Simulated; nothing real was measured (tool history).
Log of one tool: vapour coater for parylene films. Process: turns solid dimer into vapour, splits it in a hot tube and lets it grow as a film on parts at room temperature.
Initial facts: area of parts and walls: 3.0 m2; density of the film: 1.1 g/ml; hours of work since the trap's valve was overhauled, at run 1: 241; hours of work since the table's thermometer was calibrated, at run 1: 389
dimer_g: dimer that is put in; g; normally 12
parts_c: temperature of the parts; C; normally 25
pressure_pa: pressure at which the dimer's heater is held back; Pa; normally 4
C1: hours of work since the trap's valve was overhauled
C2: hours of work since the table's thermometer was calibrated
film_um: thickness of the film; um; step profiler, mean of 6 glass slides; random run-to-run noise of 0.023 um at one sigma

Run 1, hour 0: usual settings; C1 241; C2 389. Result: film_um 1.83 um.
Run 2, hour 19.1: usual settings; C1 250; C2 397. Result: film_um 1.78 um.
Run 3, hour 29.7: usual settings but pressure_pa 11.52 Pa; C1 255; C2 402. Result: film_um 1.61 um.
Run 4, hour 42.3: usual settings; C1 261; C2 408. Result: film_um 1.82 um.
Run 5, hour 61.3: usual settings; C1 269; C2 417. Result: film_um 1.8 um.
Run 6, hour 74.5: usual settings; C1 275; C2 423. Result: film_um 1.81 um.
Run 7, hour 92.8: usual settings; C1 284; C2 431. Result: film_um 1.77 um.
Run 8, hour 112.9: usual settings; C1 293; C2 440. Result: film_um 1.8 um.
Run 9, hour 126.4: usual settings; C1 299; C2 446. Result: film_um 1.77 um.
Run 10, hour 140.3: usual settings; C1 305; C2 452. Result: film_um 1.8 um.
Run 11, hour 149.1: usual settings but dimer_g 6 g; C1 309; C2 456. Result: film_um 0.87 um.
At hour 154.8: trap's valve overhauled.
Run 12, hour 173.3: usual settings but dimer_g 6 g; C1 8; C2 466. Result: film_um 0.85 um.
Run 13, hour 182.1: usual settings but dimer_g 6 g; C1 12; C2 470. Result: film_um 0.85 um.
Run 14, hour 202.3: usual settings but dimer_g 6 g; C1 22; C2 479. Result: film_um 0.83 um.
At hour 214.1: trap's valve overhauled, once more.
Run 15, hour 217.1: usual settings but dimer_g 6 g; C1 1; C2 484. Result: film_um 0.98 um.
Run 16, hour 235.3: usual settings but dimer_g 22 g; C1 10; C2 492. Result: film_um 3.61 um.
Run 17, hour 253.2: usual settings; C1 18; C2 500. Result: film_um 2.03 um.
Run 18, hour 262.2: usual settings but pressure_pa 9.41 Pa; C1 22; C2 504. Result: film_um 1.74 um.
Run 19, hour 280.9: usual settings but pressure_pa 9.41 Pa; C1 30; C2 512. Result: film_um 1.72 um.
Run 20, hour 301.8: usual settings but dimer_g 10 g, pressure_pa 9.41 Pa; C1 40; C2 522. Result: film_um 1.44 um.
Run 21, hour 321.8: usual settings but dimer_g 10 g, pressure_pa 9.41 Pa; C1 49; C2 531. Result: film_um 1.47 um.
Run 22, hour 331.8: usual settings but dimer_g 10 g, pressure_pa 9.41 Pa; C1 53; C2 536. Result: film_um 1.46 um.
Run 23, hour 348: usual settings but dimer_g 10 g, pressure_pa 9.41 Pa; C1 61; C2 543. Result: film_um 1.45 um.
Run 24, hour 357.7: usual settings; C1 65; C2 547. Result: film_um 1.92 um.
Run 25, hour 377.1: usual settings but parts_c 31 C, pressure_pa 2.49 Pa; C1 74; C2 556. Result: film_um 1.55 um.
Run 26, hour 387.6: usual settings but dimer_g 18 g, parts_c 28 C, pressure_pa 3.13 Pa; C1 79; C2 561. Result: film_um 2.61 um.
Run 27, hour 399.6: usual settings but dimer_g 18 g, parts_c 28 C, pressure_pa 3.13 Pa; C1 84; C2 566. Result: film_um 2.61 um.
Run 28, hour 411.7: usual settings but dimer_g 11 g; C1 90; C2 572. Result: film_um 1.76 um.
Run 29, hour 429.2: usual settings but dimer_g 7 g, parts_c 32 C, pressure_pa 3.53 Pa; C1 98; C2 580. Result: film_um 0.82 um.
Run 30, hour 438.8: usual settings but dimer_g 7 g, parts_c 32 C, pressure_pa 3.53 Pa; C1 102; C2 584. Result: film_um 0.84 um.
Run 31, hour 455.5: usual settings but pressure_pa 3.99 Pa; C1 110; C2 592. Result: film_um 1.98 um.
Run 32, hour 475: usual settings but dimer_g 5 g, parts_c 35 C, pressure_pa 3 Pa; C1 118; C2 601. Result: film_um 0.5 um.
Run 33, hour 494.6: usual settings but dimer_g 16 g, parts_c 24 C, pressure_pa 5.9 Pa; C1 127; C2 609. Result: film_um 2.58 um.
Run 34, hour 514.1: usual settings but dimer_g 19 g, parts_c 35 C, pressure_pa 9.1 Pa; C1 136; C2 618. Result: film_um 1.71 um.
Run 35, hour 532.5: usual settings but dimer_g 6 g, pressure_pa 3.12 Pa; C1 144; C2 627. Result: film_um 0.94 um.
Run 36, hour 551: usual settings but dimer_g 9 g, parts_c 33 C, pressure_pa 2.74 Pa; C1 153; C2 635. Result: film_um 1.01 um.
Run 37, hour 566.2: usual settings but dimer_g 9 g, parts_c 33 C, pressure_pa 2.74 Pa; C1 160; C2 642. Result: film_um 0.99 um.
Run 38, hour 581.8: usual settings but dimer_g 10 g, parts_c 34 C; C1 167; C2 649. Result: film_um 0.99 um.
Run 39, hour 591.4: usual settings but dimer_g 10 g, parts_c 34 C; C1 171; C2 653. Result: film_um 1.03 um.
Run 40, hour 604.5: usual settings but dimer_g 10 g, parts_c 29 C, pressure_pa 9.69 Pa; C1 177; C2 659. Result: film_um 1.15 um.
Run 41, hour 624.2: usual settings but dimer_g 6 g, parts_c 33 C, pressure_pa 3.75 Pa; C1 186; C2 668. Result: film_um 0.66 um.
Run 42, hour 638.8: usual settings but parts_c 23 C, pressure_pa 2.95 Pa; C1 193; C2 675. Result: film_um 2.13 um.
Run 43, hour 653.4: usual settings but dimer_g 19 g, parts_c 33 C; C1 199; C2 681. Result: film_um 1.98 um.
Run 44, hour 663.2: usual settings but dimer_g 19 g, parts_c 33 C; C1 204; C2 686. Result: film_um 2.04 um.
Run 45, hour 681.2: usual settings but parts_c 29 C, pressure_pa 2.67 Pa; C1 212; C2 694. Result: film_um 1.63 um.
Run 46, hour 701.2: usual settings but parts_c 29 C, pressure_pa 2.67 Pa; C1 221; C2 703. Result: film_um 1.61 um.
Run 47, hour 718.2: usual settings but dimer_g 7 g, parts_c 34 C, pressure_pa 4.24 Pa; C1 229; C2 711. Result: film_um 0.7 um.

Each row is a separate what-if for the run after 47, all from the same tool condition, not one after another. Results?
Run A, hour 739.1: usual settings but dimer_g 8 g, parts_c 32 C; C1 238; C2 720. Result: film_um ?.
Run B, hour 739.1: usual settings but dimer_g 6 g, parts_c 36 C, pressure_pa 11.9 Pa; C1 238; C2 720. Result: film_um ?.
Run C, hour 739.1: usual settings but dimer_g 10 g, parts_c 34 C, pressure_pa 11.88 Pa; C1 238; C2 720. Result: film_um ?.
Run D, hour 739.1: usual settings but dimer_g 7 g, parts_c 19 C, pressure_pa 4.24 Pa; C1 238; C2 720. Result: film_um ?.

run  film_um
  A     0.89
  B     0.46
  C     0.86
  D      1.4
Without the tool's unlogged condition, the same runs would have read:
run  film_um
  A     0.95
  B     0.49
  C     0.91
  D     1.49
